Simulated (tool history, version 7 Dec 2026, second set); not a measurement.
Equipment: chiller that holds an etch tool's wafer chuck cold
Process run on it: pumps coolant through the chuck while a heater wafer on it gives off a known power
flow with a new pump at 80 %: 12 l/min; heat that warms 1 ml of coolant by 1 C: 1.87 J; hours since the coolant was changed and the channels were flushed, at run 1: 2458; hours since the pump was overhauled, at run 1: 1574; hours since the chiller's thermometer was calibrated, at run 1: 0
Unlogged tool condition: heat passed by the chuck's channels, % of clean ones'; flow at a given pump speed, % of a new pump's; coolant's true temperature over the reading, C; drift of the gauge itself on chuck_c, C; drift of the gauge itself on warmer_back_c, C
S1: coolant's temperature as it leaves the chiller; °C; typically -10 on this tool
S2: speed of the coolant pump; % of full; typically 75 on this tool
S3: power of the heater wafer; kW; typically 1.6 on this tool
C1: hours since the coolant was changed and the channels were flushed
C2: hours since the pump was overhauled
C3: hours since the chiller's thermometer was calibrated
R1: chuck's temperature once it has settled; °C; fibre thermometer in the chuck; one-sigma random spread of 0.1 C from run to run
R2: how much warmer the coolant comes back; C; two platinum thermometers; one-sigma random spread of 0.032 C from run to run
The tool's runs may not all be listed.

Run 1, hour 0: usual settings; C1 2458; C2 1574; C3 0. Result: R1 4 °C, R2 4.67 C.
Run 2, hour 31.8: usual settings; C1 2490; C2 1606; C3 32. Result: R1 4 °C, R2 4.65 C.
Run 3, hour 53.9: usual settings; C1 2512; C2 1628; C3 54. Result: R1 3.9 °C, R2 4.62 C.
Run 4, hour 85.7: usual settings; C1 2544; C2 1660; C3 86. Result: R1 3.9 °C, R2 4.63 C.
Run 5, hour 127.9: usual settings; C1 2586; C2 1702; C3 128. Result: R1 3.8 °C, R2 4.64 C.
Run 6, hour 167.1: usual settings but S2 61 % of full; C1 2625; C2 1741; C3 167. Result: R1 6.6 °C, R2 5.8 C.
Run 7, hour 200.7: usual settings but S2 95 % of full; C1 2659; C2 1775; C3 201. Result: R1 1.5 °C, R2 3.7 C.
Run 8, hour 221.3: usual settings but S2 67 % of full; C1 2680; C2 1795; C3 221. Result: R1 5.6 °C, R2 5.2 C.

What will run 9 give?
At hour 224.1: chiller's thermometer calibrated.
Run 9, hour 265.6: usual settings but S1 -7 °C, S3 1.625 kW; C1 2723; C2 1839; C3 42. Result: R1 ?, R2 ?.

Run 9 measured R1 7.3 °C, R2 4.71 C.
Were there no unlogged condition in the tool, this run, its random variation unchanged, would have produced R1 6.2 °C, R2 4.6 C.
